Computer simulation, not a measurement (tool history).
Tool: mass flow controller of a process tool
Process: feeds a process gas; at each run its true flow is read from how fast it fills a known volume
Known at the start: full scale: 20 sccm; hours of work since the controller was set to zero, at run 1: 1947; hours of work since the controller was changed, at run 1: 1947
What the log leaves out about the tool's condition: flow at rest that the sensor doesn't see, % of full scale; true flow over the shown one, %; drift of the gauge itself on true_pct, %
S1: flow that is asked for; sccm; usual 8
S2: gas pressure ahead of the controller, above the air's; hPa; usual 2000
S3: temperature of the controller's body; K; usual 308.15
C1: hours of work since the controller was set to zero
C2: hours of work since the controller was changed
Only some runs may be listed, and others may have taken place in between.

{"run": 1, "day": 0.0, "S1": 8, "S2": 2000, "S3": 308.15, "C1": 1947, "C2": 1947, "true flow (%)": 98.11}
{"run": 2, "day": 9.154, "S1": 8, "S2": 2000, "S3": 308.15, "C1": 2076, "C2": 2076, "true flow (%)": 97.95}
{"run": 3, "day": 15.65, "S1": 8, "S2": 2000, "S3": 308.15, "C1": 2168, "C2": 2168, "true flow (%)": 97.86}
{"run": 4, "day": 24.125, "S1": 7, "S2": 2000, "S3": 308.15, "C1": 2288, "C2": 2288, "true flow (%)": 97.53}
{"run": 5, "day": 33.675, "S1": 8, "S2": 2000, "S3": 296.15, "C1": 2423, "C2": 2423, "true flow (%)": 98.91}
{"run": 6, "day": 38.371, "S1": 8, "S2": 2000, "S3": 296.15, "C1": 2489, "C2": 2489, "true flow (%)": 98.98}
{"run": 7, "day": 43.762, "S1": 8, "S2": 2000, "S3": 296.15, "C1": 2565, "C2": 2565, "true flow (%)": 98.88}
{"run": 8, "day": 49.542, "S1": 8, "S2": 2000, "S3": 308.15, "C1": 2647, "C2": 2647, "true flow (%)": 97.48}
{"run": 9, "day": 59.117, "S1": 12, "S2": 2000, "S3": 308.15, "C1": 2782, "C2": 2782, "true flow (%)": 97.63}
{"run": 10, "day": 65.462, "S1": 12, "S2": 2000, "S3": 308.15, "C1": 2872, "C2": 2872, "true flow (%)": 97.58}
{"run": 11, "day": 75.242, "S1": 8, "S2": 2000, "S3": 310.15, "C1": 3010, "C2": 3010, "true flow (%)": 96.98}
{"run": 12, "day": 80.912, "S1": 2, "S2": 2000, "S3": 308.15, "C1": 3090, "C2": 3090, "true flow (%)": 96.55}
{"run": 13, "day": 89.238, "S1": 2, "S2": 2000, "S3": 308.15, "C1": 3208, "C2": 3208, "true flow (%)": 96.53}
{"run": 14, "day": 93.842, "S1": 2, "S2": 2000, "S3": 308.15, "C1": 3273, "C2": 3273, "true flow (%)": 96.57}
{"run": 15, "day": 102.5, "S1": 4, "S2": 1920, "S3": 305.15, "C1": 3396, "C2": 3396, "true flow (%)": 96.85}
{"run": 16, "day": 108.888, "S1": 14, "S2": 2380, "S3": 307.15, "C1": 3486, "C2": 3486, "true flow (%)": 97.72}
{"run": 17, "day": 113.512, "S1": 8, "S2": 2000, "S3": 308.15, "C1": 3551, "C2": 3551, "true flow (%)": 96.86}
{"run": 18, "day": 124.125, "S1": 8, "S2": 2000, "S3": 308.15, "C1": 3701, "C2": 3701, "true flow (%)": 96.73}
{"run": 19, "day": 133.396, "S1": 8, "S2": 2000, "S3": 308.15, "C1": 3832, "C2": 3832, "true flow (%)": 96.67}
{"run": 20, "day": 143.812, "S1": 8, "S2": 2000, "S3": 308.15, "C1": 3980, "C2": 3980, "true flow (%)": 96.6}
{"run": 21, "day": 151.083, "S1": 8, "S2": 2000, "S3": 308.15, "C1": 4082, "C2": 4082, "true flow (%)": 96.48}
{"run": 22, "day": 156.371, "S1": 3, "S2": 1430, "S3": 311.15, "C1": 4157, "C2": 4157, "true flow (%)": 95.34}
{"day": 159.962, "done": "gauge calibrated"}
{"run": 23, "day": 166.625, "S1": 8, "S2": 2800, "S3": 308.15, "C1": 4302, "C2": 4302, "true flow (%)": 98.21}

Each row is a separate what-if for the run after 23, all from the same tool condition, not one after another. Results?
{"run": "A", "day": 174.938, "S1": 8, "S2": 2420, "S3": 308.15, "C1": 4420, "C2": 4420, "true flow (%)": "?"}
{"run": "B", "day": 174.938, "S1": 14, "S2": 2550, "S3": 309.15, "C1": 4420, "C2": 4420, "true flow (%)": "?"}
{"run": "C", "day": 174.938, "S1": 8, "S2": 2800, "S3": 300.15, "C1": 4420, "C2": 4420, "true flow (%)": "?"}
{"run": "D", "day": 174.938, "S1": 8, "S2": 1690, "S3": 308.15, "C1": 4420, "C2": 4420, "true flow (%)": "?"}
{"run": "E", "day": 174.938, "S1": 4, "S2": 2800, "S3": 295.15, "C1": 4420, "C2": 4420, "true flow (%)": "?"}

run=A true_flow_(%)=97.99
run=B true_flow_(%)=98.47
run=C true_flow_(%)=99.17
run=D true_flow_(%)=97.77
run=E true_flow_(%)=99.42
Take away the tool's hidden state, keep each run's random variation, and the runs would have read:
run=A true_flow_(%)=98.15
run=B true_flow_(%)=98.62
run=C true_flow_(%)=99.33
run=D true_flow_(%)=97.93
run=E true_flow_(%)=99.59
